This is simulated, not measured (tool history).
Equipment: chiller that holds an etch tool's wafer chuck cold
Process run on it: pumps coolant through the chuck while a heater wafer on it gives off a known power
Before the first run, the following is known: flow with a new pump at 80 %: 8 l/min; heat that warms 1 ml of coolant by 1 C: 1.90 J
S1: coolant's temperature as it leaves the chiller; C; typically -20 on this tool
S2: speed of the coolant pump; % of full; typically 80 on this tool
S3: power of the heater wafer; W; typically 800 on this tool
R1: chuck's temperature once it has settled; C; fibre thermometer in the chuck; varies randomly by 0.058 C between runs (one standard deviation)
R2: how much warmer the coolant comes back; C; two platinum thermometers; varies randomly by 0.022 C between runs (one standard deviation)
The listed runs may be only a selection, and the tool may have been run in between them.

run 1 hour=0 | S1=-20 S2=80 S3=800 | R1=-14.3 R2=3.18
run 2 hour=48.1 | S1=-20 S2=80 S3=800 | R1=-14.24 R2=3.15
run 3 hour=70.8 | S1=-20 S2=80 S3=800 | R1=-14.33 R2=3.2
run 4 hour=97.3 | S1=-20 S2=80 S3=800 | R1=-14.3 R2=3.16
run 5 hour=119.6 | S1=-20 S2=80 S3=800 | R1=-14.32 R2=3.15
run 6 hour=142.6 | S1=-20 S2=80 S3=800 | R1=-14.28 R2=3.16
run 7 hour=181 | S1=-20 S2=80 S3=800 | R1=-14.37 R2=3.18
run 8 hour=203.6 | S1=-20 S2=85 S3=800 | R1=-14.59 R2=2.99
run 9 hour=240.6 | S1=-20 S2=96 S3=560 | R1=-16.6 R2=1.86
run 10 hour=263.6 | S1=-20 S2=80 S3=1136 | R1=-11.87 R2=4.51
run 11 hour=293.9 | S1=-20 S2=80 S3=1136 | R1=-11.89 R2=4.5

Measured less the same run without the tool's hidden state. The same run-to-run variation is in both; the gauge's scatter may not be:
Hidden conditions of the tool in this case: heat passed by the chuck's channels, % of clean ones'; flow at a given pump speed, % of a new pump's; coolant's true temperature over the reading, C; drift of the gauge itself on chuck_c, C; drift of the gauge itself on warmer_back_c, C.
run=1 R1=+0.04
run=2 R1=+0.04
run=3 R1=+0.03
run=4 R1=+0.04
run=5 R1=+0.04
run=6 R1=+0.04
run=7 R1=+0.04
run=8 R1=+0.04
run=9 R1=-0.04
run=10 R1=+0.14
run=11 R1=+0.14
R2: at most 0.02 C away from the measurement, every run.

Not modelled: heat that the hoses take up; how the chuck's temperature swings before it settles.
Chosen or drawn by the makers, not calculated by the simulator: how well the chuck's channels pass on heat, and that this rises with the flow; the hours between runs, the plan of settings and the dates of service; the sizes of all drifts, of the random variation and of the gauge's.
